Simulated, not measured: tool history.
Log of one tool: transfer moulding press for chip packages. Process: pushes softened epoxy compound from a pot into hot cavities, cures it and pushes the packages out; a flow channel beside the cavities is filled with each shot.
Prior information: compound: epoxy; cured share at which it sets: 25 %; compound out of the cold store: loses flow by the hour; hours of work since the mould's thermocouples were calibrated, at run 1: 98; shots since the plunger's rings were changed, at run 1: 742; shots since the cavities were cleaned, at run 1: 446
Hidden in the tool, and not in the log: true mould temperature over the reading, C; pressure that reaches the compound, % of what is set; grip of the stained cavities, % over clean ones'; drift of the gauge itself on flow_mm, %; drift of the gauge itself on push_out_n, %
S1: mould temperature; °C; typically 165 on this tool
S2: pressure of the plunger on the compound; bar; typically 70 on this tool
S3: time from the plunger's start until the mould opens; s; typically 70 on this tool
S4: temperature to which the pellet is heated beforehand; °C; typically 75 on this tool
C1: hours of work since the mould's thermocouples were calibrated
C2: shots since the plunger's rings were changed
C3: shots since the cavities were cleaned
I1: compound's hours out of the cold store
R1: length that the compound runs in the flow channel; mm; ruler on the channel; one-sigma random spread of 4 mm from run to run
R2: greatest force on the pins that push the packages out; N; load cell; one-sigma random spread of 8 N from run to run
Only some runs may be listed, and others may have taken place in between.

{"run": 1, "hour": 0.0, "S1": 165, "S2": 70, "S3": 70, "S4": 75, "C1": 98, "C2": 742, "C3": 446, "I1": 12, "R1": 1032, "R2": 587}
{"run": 2, "hour": 7.4, "S1": 165, "S2": 53.9, "S3": 70, "S4": 75, "C1": 102, "C2": 841, "C3": 545, "I1": 14.4, "R1": 884, "R2": 636}
{"hour": 12.8, "done": "cavities cleaned with cleaning compound and waxed"}
{"run": 3, "hour": 17.0, "S1": 165, "S2": 70, "S3": 70, "S4": 75, "C1": 107, "C2": 950, "C3": 56, "I1": 26.7, "R1": 965, "R2": 394}
{"run": 4, "hour": 26.1, "S1": 165, "S2": 70, "S3": 70, "S4": 75, "C1": 112, "C2": 1072, "C3": 178, "I1": 29.7, "R1": 941, "R2": 462}
{"run": 5, "hour": 31.9, "S1": 160, "S2": 70, "S3": 70, "S4": 75, "C1": 116, "C2": 1150, "C3": 256, "I1": 46.2, "R1": 892, "R2": 657}
{"run": 6, "hour": 41.2, "S1": 165, "S2": 70, "S3": 70, "S4": 75, "C1": 122, "C2": 1274, "C3": 380, "I1": 10.1, "R1": 1032, "R2": 566}
{"run": 7, "hour": 48.9, "S1": 165, "S2": 70, "S3": 70, "S4": 75, "C1": 126, "C2": 1378, "C3": 484, "I1": 25.2, "R1": 964, "R2": 584}
{"run": 8, "hour": 55.4, "S1": 165, "S2": 70, "S3": 70, "S4": 75, "C1": 130, "C2": 1464, "C3": 570, "I1": 32.2, "R1": 921, "R2": 632}
{"hour": 59.5, "done": "cavities cleaned with cleaning compound and waxed"}
{"run": 9, "hour": 65.8, "S1": 165, "S2": 70, "S3": 70, "S4": 75, "C1": 135, "C2": 1584, "C3": 84, "I1": 23.7, "R1": 965, "R2": 414}
{"run": 10, "hour": 78.9, "S1": 165, "S2": 70, "S3": 70, "S4": 75, "C1": 143, "C2": 1760, "C3": 260, "I1": 26.8, "R1": 948, "R2": 499}
{"run": 11, "hour": 91.3, "S1": 165, "S2": 70, "S3": 70, "S4": 75, "C1": 151, "C2": 1927, "C3": 427, "I1": 20.9, "R1": 976, "R2": 588}
{"hour": 94.5, "done": "mould's thermocouples calibrated"}
{"run": 12, "hour": 105.2, "S1": 165, "S2": 70, "S3": 70, "S4": 75, "C1": 6, "C2": 2086, "C3": 586, "I1": 16.5, "R1": 1000, "R2": 642}
{"hour": 107.3, "done": "cavities cleaned with cleaning compound and waxed"}
{"run": 13, "hour": 115.7, "S1": 162, "S2": 53.6, "S3": 84, "S4": 67, "C1": 12, "C2": 2206, "C3": 112, "I1": 27.5, "R1": 837, "R2": 415}
{"run": 14, "hour": 121.2, "S1": 162, "S2": 71.4, "S3": 57, "S4": 67, "C1": 15, "C2": 2280, "C3": 186, "I1": 32, "R1": 942, "R2": 925}
{"run": 15, "hour": 128.3, "S1": 159, "S2": 87.5, "S3": 59, "S4": 75, "C1": 19, "C2": 2375, "C3": 281, "I1": 22.1, "R1": 1113, "R2": 1174}
{"run": 16, "hour": 139.3, "S1": 165, "S2": 56.6, "S3": 70, "S4": 75, "C1": 26, "C2": 2522, "C3": 428, "I1": 18.1, "R1": 877, "R2": 588}
{"run": 17, "hour": 147.2, "S1": 165, "S2": 77.7, "S3": 70, "S4": 66, "C1": 31, "C2": 2628, "C3": 534, "I1": 34.4, "R1": 949, "R2": 613}
{"hour": 153.8, "done": "cavities cleaned with cleaning compound and waxed"}
{"run": 18, "hour": 157.1, "S1": 165, "S2": 77.7, "S3": 70, "S4": 66, "C1": 36, "C2": 2742, "C3": 45, "I1": 8.9, "R1": 1066, "R2": 394}
{"run": 19, "hour": 164.9, "S1": 173, "S2": 77.7, "S3": 70, "S4": 66, "C1": 41, "C2": 2846, "C3": 149, "I1": 35.2, "R1": 910, "R2": 380}
{"hour": 174.1, "done": "mould's thermocouples calibrated, once more"}
{"run": 20, "hour": 178.6, "S1": 173, "S2": 77.7, "S3": 70, "S4": 66, "C1": 3, "C2": 3003, "C3": 306, "I1": 11.5, "R1": 1028, "R2": 439}
{"run": 21, "hour": 189.4, "S1": 173, "S2": 77.7, "S3": 70, "S4": 66, "C1": 9, "C2": 3147, "C3": 450, "I1": 45.3, "R1": 863, "R2": 479}
{"hour": 201.8, "done": "cavities cleaned with cleaning compound and waxed"}
{"run": 22, "hour": 201.8, "S1": 165, "S2": 57.8, "S3": 99, "S4": 75, "C1": 16, "C2": 3294, "C3": 0, "I1": 30.4, "R1": 828, "R2": 307}
{"run": 23, "hour": 209.9, "S1": 165, "S2": 57.8, "S3": 99, "S4": 75, "C1": 21, "C2": 3403, "C3": 109, "I1": 19.5, "R1": 871, "R2": 361}
{"run": 24, "hour": 218.6, "S1": 165, "S2": 81.2, "S3": 70, "S4": 65, "C1": 26, "C2": 3520, "C3": 226, "I1": 12.5, "R1": 1063, "R2": 506}

For some of the steps in R1 from one run to the next: how much would appear even if the tool had no hidden state, given the settings, what came in and random variation, and how much remains for the hidden state plus any gauge scatter that the measured result and the result without hidden state don't share?
Run 15 -> 16: S1 159 -> 165, S2 87.5 -> 56.6, S3 59 -> 70. R1 -236 mm: hidden state +5, all else -241.
Run 19 -> 20: mould's thermocouples calibrated, once more. R1 +118 mm: hidden state -7, all else +125.
Run 23 -> 24: S2 57.8 -> 81.2, S3 99 -> 70, S4 75 -> 65. R1 +192 mm: hidden state -11, all else +203.

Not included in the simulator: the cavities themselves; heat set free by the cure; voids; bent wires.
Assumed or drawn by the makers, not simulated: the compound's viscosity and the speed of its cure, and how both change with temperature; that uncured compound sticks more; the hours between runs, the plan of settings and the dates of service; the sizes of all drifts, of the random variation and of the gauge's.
